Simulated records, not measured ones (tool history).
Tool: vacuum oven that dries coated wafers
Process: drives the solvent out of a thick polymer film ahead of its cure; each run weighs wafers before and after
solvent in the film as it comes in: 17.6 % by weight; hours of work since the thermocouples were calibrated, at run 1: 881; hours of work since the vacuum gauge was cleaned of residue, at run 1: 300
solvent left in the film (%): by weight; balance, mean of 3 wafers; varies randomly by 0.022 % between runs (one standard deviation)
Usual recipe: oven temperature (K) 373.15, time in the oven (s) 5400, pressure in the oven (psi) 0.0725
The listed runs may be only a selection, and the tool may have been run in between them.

run,day,oven temperature (K),time in the oven (s),pressure in the oven (psi),hours of work since the thermocouples were calibrated,hours of work since the vacuum gauge was cleaned of residue,solvent left in the film (%)
1,0.000,373.15,5400,0.0725,881,300,1.86
2,0.608,373.15,4440,0.0725,889,308,2.58
3,1.292,373.15,4440,0.0725,897,316,2.56
4,1.996,373.15,5400,0.0725,906,325,1.83
5,2.354,373.15,5400,0.0725,911,330,1.86
6,2.692,364.15,5400,0.0725,915,334,3.90
7,3.046,364.15,5400,0.0725,920,339,3.90
8,3.633,364.15,7440,0.0725,927,346,2.51
9,4.225,364.15,7440,0.0725,935,354,2.50
# day 4.358: vacuum gauge cleaned of residue and calibrated
10,4.988,364.15,7440,0.0725,944,8,2.53
11,5.588,373.15,5400,0.1369,951,16,2.14
12,5.992,373.15,5400,0.1369,956,21,2.16
13,6.767,373.15,5400,0.1369,966,31,2.14
14,7.458,373.15,5400,0.1369,975,39,2.11
15,7.962,373.15,5400,0.1369,981,46,2.17
# day 8.079: vacuum gauge cleaned of residue and calibrated, once more
16,8.600,373.15,5400,0.1369,989,7,2.03
17,9.017,373.15,5400,0.1590,994,12,2.16
18,9.729,366.15,4620,0.0760,1003,21,3.99
19,10.138,380.15,5400,0.2896,1008,26,1.59
20,10.717,373.15,4800,0.0725,1016,33,2.23
21,11.454,373.15,4800,0.0725,1025,43,2.18
22,11.821,373.15,3240,0.0998,1030,47,4.01
23,12.546,383.15,5220,0.2016,1039,57,1.08
24,13.083,372.15,5400,0.1968,1046,64,2.51
25,13.675,379.15,3360,0.2094,1053,71,2.81
26,14.075,373.15,3360,0.0403,1058,76,3.61
27,14.742,380.15,6120,0.0725,1067,85,0.65
28,15.317,380.15,6120,0.0725,1074,92,0.65
29,15.962,373.15,3960,0.0725,1082,100,2.93
30,16.292,373.15,8760,0.0921,1086,104,0.78
31,16.962,384.15,8220,0.1537,1095,113,0.55
32,17.321,373.15,5400,0.1194,1099,117,1.97

Branching from run 32: 4 alternative next runs. What would each branch give?
A,17.925,363.15,4680,0.1194,1107,125,?
B,17.925,371.15,3960,0.1194,1107,125,?
C,17.925,383.15,5400,0.2200,1107,125,?
D,17.925,363.15,6180,0.1036,1107,125,?

run,solvent left in the film (%)
A,4.99
B,3.60
C,1.06
D,3.57
Without the tool's unlogged condition, the same runs would have read:
run,solvent left in the film (%)
A,5.38
B,3.95
C,1.17
D,3.93
